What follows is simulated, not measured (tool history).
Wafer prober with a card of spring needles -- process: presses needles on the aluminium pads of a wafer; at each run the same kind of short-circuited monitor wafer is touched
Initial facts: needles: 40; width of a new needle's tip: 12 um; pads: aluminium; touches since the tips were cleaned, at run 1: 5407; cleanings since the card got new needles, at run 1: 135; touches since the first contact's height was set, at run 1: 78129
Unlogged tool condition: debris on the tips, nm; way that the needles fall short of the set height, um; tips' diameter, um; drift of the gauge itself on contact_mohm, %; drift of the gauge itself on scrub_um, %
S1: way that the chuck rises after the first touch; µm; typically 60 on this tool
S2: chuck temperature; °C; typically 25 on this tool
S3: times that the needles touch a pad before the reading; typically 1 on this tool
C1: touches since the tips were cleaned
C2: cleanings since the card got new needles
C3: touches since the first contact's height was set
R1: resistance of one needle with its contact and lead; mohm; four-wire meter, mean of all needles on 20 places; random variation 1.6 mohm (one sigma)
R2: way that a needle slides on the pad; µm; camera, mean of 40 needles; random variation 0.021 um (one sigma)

{"run": 1, "day": 0.0, "S1": 60, "S2": 25, "S3": 1, "C1": 5407, "C2": 135, "C3": 78129, "R1": 161, "R2": 8.3}
{"day": 0.296, "done": "tips cleaned on abrasive film"}
{"day": 0.992, "done": "tips cleaned on abrasive film"}
{"day": 1.692, "done": "tips cleaned on abrasive film"}
{"day": 2.358, "done": "tips cleaned on abrasive film"}
{"run": 2, "day": 2.358, "S1": 60, "S2": 25, "S3": 1, "C1": 0, "C2": 139, "C3": 107435, "R1": 167, "R2": 8.28}
{"day": 3.075, "done": "tips cleaned on abrasive film"}
{"day": 3.738, "done": "tips cleaned on abrasive film"}
{"run": 3, "day": 3.738, "S1": 60, "S2": 25, "S3": 1, "C1": 0, "C2": 141, "C3": 124614, "R1": 165, "R2": 8.29}
{"day": 4.325, "done": "tips cleaned on abrasive film"}
{"day": 5.033, "done": "tips cleaned on abrasive film"}
{"day": 5.767, "done": "tips cleaned on abrasive film"}
{"run": 4, "day": 5.875, "S1": 60, "S2": 25, "S3": 1, "C1": 1354, "C2": 144, "C3": 151177, "R1": 160, "R2": 8.26}
{"day": 6.438, "done": "tips cleaned on abrasive film"}
{"day": 7.138, "done": "tips cleaned on abrasive film"}
{"day": 7.817, "done": "tips cleaned on abrasive film"}
{"run": 5, "day": 7.962, "S1": 60, "S2": 25, "S3": 1, "C1": 1839, "C2": 147, "C3": 177190, "R1": 162, "R2": 8.3}
{"day": 8.55, "done": "tips cleaned on abrasive film"}
{"run": 6, "day": 9.117, "S1": 60, "S2": 25, "S3": 1, "C1": 7142, "C2": 148, "C3": 191583, "R1": 162, "R2": 8.31}
{"day": 9.267, "done": "tips cleaned on abrasive film"}
{"day": 9.992, "done": "tips cleaned on abrasive film"}
{"day": 10.721, "done": "tips cleaned on abrasive film"}
{"run": 7, "day": 11.175, "S1": 60, "S2": 39, "S3": 1, "C1": 5696, "C2": 151, "C3": 217172, "R1": 168, "R2": 8.32}
{"day": 11.325, "done": "tips cleaned on abrasive film"}
{"day": 11.775, "done": "height of the first contact set anew"}
{"day": 12.067, "done": "tips cleaned on abrasive film"}
{"day": 12.775, "done": "tips cleaned on abrasive film"}
{"day": 13.471, "done": "tips cleaned on abrasive film"}
{"run": 8, "day": 13.646, "S1": 41, "S2": 25, "S3": 1, "C1": 2171, "C2": 155, "C3": 23275, "R1": 166, "R2": 5.65}
{"day": 14.083, "done": "tips cleaned on abrasive film"}
{"day": 14.762, "done": "tips cleaned on abrasive film"}
{"run": 9, "day": 15.254, "S1": 60, "S2": 25, "S3": 1, "C1": 6159, "C2": 157, "C3": 43322, "R1": 164, "R2": 8.37}
{"day": 15.396, "done": "tips cleaned on abrasive film"}
{"day": 16.125, "done": "tips cleaned on abrasive film"}
{"day": 16.825, "done": "tips cleaned on abrasive film"}
{"run": 10, "day": 17.375, "S1": 60, "S2": 25, "S3": 1, "C1": 6879, "C2": 160, "C3": 69697, "R1": 162, "R2": 8.36}
{"day": 17.525, "done": "tips cleaned on abrasive film"}
{"day": 18.196, "done": "tips cleaned on abrasive film"}
{"day": 18.925, "done": "tips cleaned on abrasive film"}
{"day": 19.638, "done": "tips cleaned on abrasive film"}
{"run": 11, "day": 19.962, "S1": 49, "S2": 25, "S3": 1, "C1": 4051, "C2": 164, "C3": 101880, "R1": 162, "R2": 6.81}
{"day": 20.246, "done": "tips cleaned on abrasive film"}
{"day": 20.942, "done": "tips cleaned on abrasive film"}
{"day": 21.604, "done": "tips cleaned on abrasive film"}
{"run": 12, "day": 22.012, "S1": 49, "S2": 25, "S3": 1, "C1": 5078, "C2": 167, "C3": 127367, "R1": 164, "R2": 6.81}
{"day": 22.308, "done": "tips cleaned on abrasive film"}
{"day": 23.038, "done": "tips cleaned on abrasive film"}
{"run": 13, "day": 23.342, "S1": 60, "S2": 25, "S3": 1, "C1": 3817, "C2": 169, "C3": 143910, "R1": 165, "R2": 8.35}
{"day": 23.754, "done": "tips cleaned on abrasive film"}
{"day": 24.483, "done": "tips cleaned on abrasive film"}
{"day": 25.158, "done": "tips cleaned on abrasive film"}
{"run": 14, "day": 25.438, "S1": 71, "S2": 25, "S3": 1, "C1": 3482, "C2": 172, "C3": 169980, "R1": 163, "R2": 9.94}
{"day": 25.879, "done": "tips cleaned on abrasive film"}
{"day": 26.588, "done": "tips cleaned on abrasive film"}
{"day": 27.283, "done": "tips cleaned on abrasive film"}
{"run": 15, "day": 27.612, "S1": 71, "S2": 25, "S3": 1, "C1": 4101, "C2": 175, "C3": 197050, "R1": 164, "R2": 9.88}
{"day": 27.908, "done": "tips cleaned on abrasive film"}
{"day": 28.621, "done": "tips cleaned on abrasive film"}
{"run": 16, "day": 28.904, "S1": 71, "S2": 25, "S3": 1, "C1": 3505, "C2": 177, "C3": 213091, "R1": 163, "R2": 9.92}
{"day": 29.292, "done": "tips cleaned on abrasive film"}
{"day": 29.854, "done": "height of the first contact set anew"}
{"day": 30.004, "done": "tips cleaned on abrasive film"}
{"run": 17, "day": 30.196, "S1": 71, "S2": 25, "S3": 1, "C1": 2413, "C2": 179, "C3": 4232, "R1": 163, "R2": 9.89}
{"day": 30.633, "done": "tips cleaned on abrasive film"}
{"day": 31.333, "done": "tips cleaned on abrasive film"}
{"run": 18, "day": 31.625, "S1": 48, "S2": 25, "S3": 2, "C1": 3612, "C2": 181, "C3": 22002, "R1": 166, "R2": 6.69}
{"day": 32.046, "done": "tips cleaned on abrasive film"}
{"day": 32.775, "done": "tips cleaned on abrasive film"}
{"day": 33.483, "done": "tips cleaned on abrasive film"}
{"run": 19, "day": 33.85, "S1": 52, "S2": 74, "S3": 3, "C1": 4597, "C2": 184, "C3": 49740, "R1": 171, "R2": 7.29}
{"day": 34.146, "done": "tips cleaned on abrasive film"}
{"day": 34.875, "done": "tips cleaned on abrasive film"}
{"run": 20, "day": 35.033, "S1": 60, "S2": 90, "S3": 1, "C1": 1981, "C2": 186, "C3": 64444, "R1": 176, "R2": 8.4}
{"day": 35.517, "done": "tips cleaned on abrasive film"}
{"day": 36.192, "done": "tips cleaned on abrasive film"}
{"day": 36.896, "done": "tips cleaned on abrasive film"}
{"run": 21, "day": 36.896, "S1": 44, "S2": 90, "S3": 1, "C1": 0, "C2": 189, "C3": 87566, "R1": 179, "R2": 6.14}
{"day": 37.625, "done": "tips cleaned on abrasive film"}
{"day": 38.325, "done": "tips cleaned on abrasive film"}
{"run": 22, "day": 38.483, "S1": 74, "S2": 25, "S3": 1, "C1": 1985, "C2": 191, "C3": 107364, "R1": 162, "R2": 10.35}
{"day": 39.046, "done": "tips cleaned on abrasive film"}
{"day": 39.75, "done": "tips cleaned on abrasive film"}
{"run": 23, "day": 40.192, "S1": 42, "S2": 45, "S3": 1, "C1": 5486, "C2": 193, "C3": 128606, "R1": 171, "R2": 5.89}
{"day": 40.342, "done": "tips cleaned on abrasive film"}
{"day": 41.071, "done": "tips cleaned on abrasive film"}
{"day": 41.729, "done": "tips cleaned on abrasive film"}
{"day": 42.429, "done": "tips cleaned on abrasive film"}
{"run": 24, "day": 42.629, "S1": 42, "S2": 45, "S3": 1, "C1": 2468, "C2": 197, "C3": 158902, "R1": 171, "R2": 5.89}
{"day": 43.029, "done": "tips cleaned on abrasive film"}
{"day": 43.675, "done": "tips cleaned on abrasive film"}
{"day": 44.371, "done": "tips cleaned on abrasive film"}
{"run": 25, "day": 44.796, "S1": 42, "S2": 45, "S3": 1, "C1": 5347, "C2": 200, "C3": 185886, "R1": 170, "R2": 5.93}
{"day": 45.062, "done": "tips cleaned on abrasive film"}
{"day": 45.788, "done": "tips cleaned on abrasive film"}
{"run": 26, "day": 46.312, "S1": 42, "S2": 45, "S3": 1, "C1": 6580, "C2": 202, "C3": 204756, "R1": 170, "R2": 5.92}
{"day": 46.462, "done": "tips cleaned on abrasive film"}
{"day": 47.133, "done": "tips cleaned on abrasive film"}
{"day": 47.829, "done": "tips cleaned on abrasive film"}
{"day": 47.842, "done": "height of the first contact set anew"}
{"day": 48.279, "done": "gauge calibrated"}
{"day": 48.429, "done": "tips cleaned on abrasive film"}
{"run": 27, "day": 48.95, "S1": 42, "S2": 42, "S3": 1, "C1": 6521, "C2": 206, "C3": 13794, "R1": 172, "R2": 5.82}

Consider 3 possible next runs. They are alternatives, not a sequence: every one starts from the tool as it was left by run 27. What does each give?
{"day": 49.1, "done": "tips cleaned on abrasive film"}
{"day": 49.788, "done": "tips cleaned on abrasive film"}
{"day": 50.371, "done": "tips cleaned on abrasive film"}
{"run": "A", "day": 50.508, "S1": 57, "S2": 73, "S3": 1, "C1": 1717, "C2": 209, "C3": 33176, "R1": "?", "R2": "?"}
{"day": 49.1, "done": "tips cleaned on abrasive film"}
{"day": 49.788, "done": "tips cleaned on abrasive film"}
{"day": 50.371, "done": "tips cleaned on abrasive film"}
{"run": "B", "day": 50.508, "S1": 60, "S2": 25, "S3": 2, "C1": 1717, "C2": 209, "C3": 33176, "R1": "?", "R2": "?"}
{"day": 49.1, "done": "tips cleaned on abrasive film"}
{"day": 49.788, "done": "tips cleaned on abrasive film"}
{"day": 50.371, "done": "tips cleaned on abrasive film"}
{"run": "C", "day": 50.508, "S1": 70, "S2": 42, "S3": 1, "C1": 1717, "C2": 209, "C3": 33176, "R1": "?", "R2": "?"}

run=A R1=174 R2=7.81
run=B R1=162 R2=8.32
run=C R1=166 R2=9.67
Stripped of hidden state, with their random variation kept, the same runs would have yielded:
run=A R1=174 R2=7.80
run=B R1=162 R2=8.31
run=C R1=166 R2=9.66
